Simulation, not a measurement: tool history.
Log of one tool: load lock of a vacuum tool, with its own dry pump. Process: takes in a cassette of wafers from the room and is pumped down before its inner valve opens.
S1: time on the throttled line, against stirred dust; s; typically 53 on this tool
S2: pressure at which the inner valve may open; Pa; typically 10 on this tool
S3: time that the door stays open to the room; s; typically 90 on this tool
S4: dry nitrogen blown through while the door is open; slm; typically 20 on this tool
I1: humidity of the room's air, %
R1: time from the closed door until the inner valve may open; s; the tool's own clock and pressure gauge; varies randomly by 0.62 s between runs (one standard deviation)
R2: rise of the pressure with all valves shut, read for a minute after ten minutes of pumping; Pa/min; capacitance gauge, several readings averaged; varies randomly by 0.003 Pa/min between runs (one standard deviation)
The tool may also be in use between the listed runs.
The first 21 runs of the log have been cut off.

Run 22, hour 2653.7: usual settings but S1 106 s, S4 24 slm; I1 42.1. Result: R1 157.9 s, R2 0.217 Pa/min.
Run 23, hour 2782.6: usual settings but S1 30 s, S4 24 slm; I1 47.9. Result: R1 96.4 s, R2 0.224 Pa/min.
Run 24, hour 2956.7: usual settings but S1 28 s, S4 5 slm; I1 42.1. Result: R1 94.2 s, R2 0.253 Pa/min.
Run 25, hour 3065.7: usual settings but S1 28 s, S4 5 slm; I1 44.0. Result: R1 93.8 s, R2 0.267 Pa/min.
Run 26, hour 3149.4: usual settings but S1 62 s, S3 55 s, S4 5 slm; I1 45.5. Result: R1 122.1 s, R2 0.255 Pa/min.
Run 27, hour 3281.3: usual settings but S1 27 s; I1 40.2. Result: R1 93.4 s, R2 0.258 Pa/min.
Run 28, hour 3396.0: usual settings but S1 30 s, S2 17 Pa, S3 214 s, S4 7 slm; I1 47.1. Result: R1 92.4 s, R2 0.303 Pa/min.
Run 29, hour 3475.8: usual settings but S1 64 s, S2 8 Pa; I1 43.7. Result: R1 125.1 s, R2 0.264 Pa/min.
Run 30, hour 3628.4: usual settings but S1 48 s; I1 40.0. Result: R1 111.7 s, R2 0.289 Pa/min.
Run 31, hour 3801.1: usual settings but S1 48 s; I1 40.8. Result: R1 110.9 s, R2 0.283 Pa/min.
Run 32, hour 3921.4: usual settings but S1 48 s; I1 49.8. Result: R1 110.3 s, R2 0.295 Pa/min.
Run 33, hour 4033.2: usual settings but S3 191 s, S4 18 slm; I1 40.5. Result: R1 114.6 s, R2 0.316 Pa/min.
Run 34, hour 4174.3: usual settings; I1 43.9. Result: R1 115.0 s, R2 0.298 Pa/min.
Run 35, hour 4266.0: usual settings but S2 9 Pa, S3 28 s; I1 44.3. Result: R1 115.9 s, R2 0.304 Pa/min.
Run 36, hour 4412.1: usual settings but S2 9 Pa, S3 28 s; I1 45.3. Result: R1 115.8 s, R2 0.314 Pa/min.

3 options for the next run, each taken on its own from the tool as it stands now. Forecast them:
Run A, hour 4550.6: usual settings but S2 9 Pa, S3 28 s, S4 4 slm; I1 43.8. Result: R1 ?, R2 ?.
Run B, hour 4550.6: usual settings but S1 40 s, S3 173 s; I1 44.6. Result: R1 ?, R2 ?.
Run C, hour 4550.6: usual settings but S1 65 s, S2 14 Pa, S4 31 slm; I1 45.1. Result: R1 ?, R2 ?.

run     R1     R2
  A  114.9  0.337
  B  104.0  0.344
  C  122.0  0.325
What these runs would have given with no unlogged condition in the tool:
run     R1     R2
  A  108.6  0.026
  B   97.5  0.031
  C  116.1  0.015
